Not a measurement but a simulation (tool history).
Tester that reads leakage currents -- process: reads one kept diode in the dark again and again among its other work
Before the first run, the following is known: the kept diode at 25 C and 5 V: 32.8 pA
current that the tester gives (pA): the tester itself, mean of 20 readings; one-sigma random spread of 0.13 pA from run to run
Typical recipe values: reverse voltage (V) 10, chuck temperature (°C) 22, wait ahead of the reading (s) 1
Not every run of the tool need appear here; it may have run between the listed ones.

run,day,reverse voltage (V),chuck temperature (°C),wait ahead of the reading (s),current that the tester gives (pA)
1,0,10,22,1,41.02
2,1.192,10,22,1,41.11
3,3.204,10,22,1,41.1
4,4.292,10,22,1,41.14
5,5.25,10,22,1,41.25
6,6.883,10,22,1,41.31
7,9.108,10,22,1,41.22
8,10.4,10,22,1,41.1
9,11.417,10,22,1,41.02
10,12.888,10,22,1,41.1
11,14.646,10,22,1,41.16
12,15.688,10,22,1,41.34
13,17.029,10,46,1,208.67
14,18.379,10,46,1,207.41
15,19.521,6.8,22,1,33.39
16,21.725,6.8,22,1,33.16
17,23.275,6.8,22,1,33.23
18,24.904,6.8,27,0.89,47.45
19,26.371,6.8,27,0.89,47.16
20,28.221,17.1,22,0.34,66.59
21,30.462,17.1,22,0.34,66.89
22,32.683,2.1,22,2.17,17.02
# day 33.092: probe card cleaned and baked
23,34.012,2.1,22,2.17,16.98
24,36.042,1.1,22,1.94,12.04
25,37.383,17.1,22,1.94,53.21
26,39.171,10,36,1.49,106.77
27,41.112,3.3,53,1.8,179.06
28,42.304,3.4,29,1.23,37
29,44.258,3.4,29,1.23,37.06
30,45.671,9.8,47,0.74,220.17
31,47.179,9.8,23,0.74,44.6
32,48.246,9.8,23,0.74,44.58
33,50.021,20,22,1,61.07

What if the next run were any one of these 5? Each begins from the tool's condition after run 33:
A,51.542,1.6,22,1,?
B,51.542,7.2,22,9.3,?
C,51.542,20,42,1,?
D,51.542,20,22,3.57,?
E,51.542,18.9,29,1.1,?

run,current that the tester gives (pA)
A,14.94
B,32.14
C,233.72
D,56.48
E,94.45
With the hidden condition removed and each run's random variation left untouched, the same runs would have given:
run,current that the tester gives (pA)
A,14.94
B,32.12
C,233.64
D,56.44
E,94.4

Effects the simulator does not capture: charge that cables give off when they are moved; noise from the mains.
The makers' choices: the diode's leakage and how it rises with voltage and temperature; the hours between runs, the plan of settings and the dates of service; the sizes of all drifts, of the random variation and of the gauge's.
